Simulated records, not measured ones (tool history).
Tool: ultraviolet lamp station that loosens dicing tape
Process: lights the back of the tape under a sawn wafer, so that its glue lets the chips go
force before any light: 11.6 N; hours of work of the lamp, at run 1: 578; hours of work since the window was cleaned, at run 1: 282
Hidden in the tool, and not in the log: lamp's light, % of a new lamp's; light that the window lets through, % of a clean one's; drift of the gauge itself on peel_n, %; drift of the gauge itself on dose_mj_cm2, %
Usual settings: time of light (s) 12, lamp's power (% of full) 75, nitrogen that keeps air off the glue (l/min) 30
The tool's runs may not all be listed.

run,hour,time of light (s),lamp's power (% of full),nitrogen that keeps air off the glue (l/min),hours of work of the lamp,hours of work since the window was cleaned,force that peels the tape off (N),light that reached the tape (mJ/cm2)
1,0.0,12,75,30,578,282,0.564,237
2,14.7,12,75,30,588,292,0.579,239
3,31.6,12,75,30,600,303,0.570,234
4,58.5,12,75,30,618,322,0.574,231
5,88.1,12,75,30,639,342,0.579,233
6,108.9,12,67,30,653,357,0.782,201
7,125.3,12,67,30,664,368,0.778,205
8,139.5,12,74,30,674,378,0.620,223
9,169.1,12,74,30,694,398,0.640,220
# hour 184.4: window cleaned of glue's vapour
10,196.7,12,99,10,713,8,0.946,294
11,226.4,9,75,16,733,29,1.997,167
12,249.9,9,75,16,749,45,1.900,163
13,270.0,12,97,19,763,59,0.564,283
14,292.7,12,82,22,779,74,0.735,236
15,313.4,12,82,22,793,89,0.734,236
16,329.1,12,82,22,804,99,0.749,235
# hour 333.9: window cleaned of glue's vapour, once more
17,342.5,15,94,15,813,6,0.412,358

4 ways to go on from here, each from the tool as it stands after run 17. What would each give?
A,361.1,15,86,15,825,19,?,?
B,361.1,8,93,16,825,19,?,?
C,361.1,18,61,24,825,19,?,?
D,361.1,15,86,15,825,19,?,?

run,force that peels the tape off (N),light that reached the tape (mJ/cm2)
A,0.529,319
B,1.555,185
C,0.484,277
D,0.523,320
Without the tool's hidden state the same runs would have given:
run,force that peels the tape off (N),light that reached the tape (mJ/cm2)
A,0.338,403
B,0.976,234
C,0.313,349
D,0.333,404
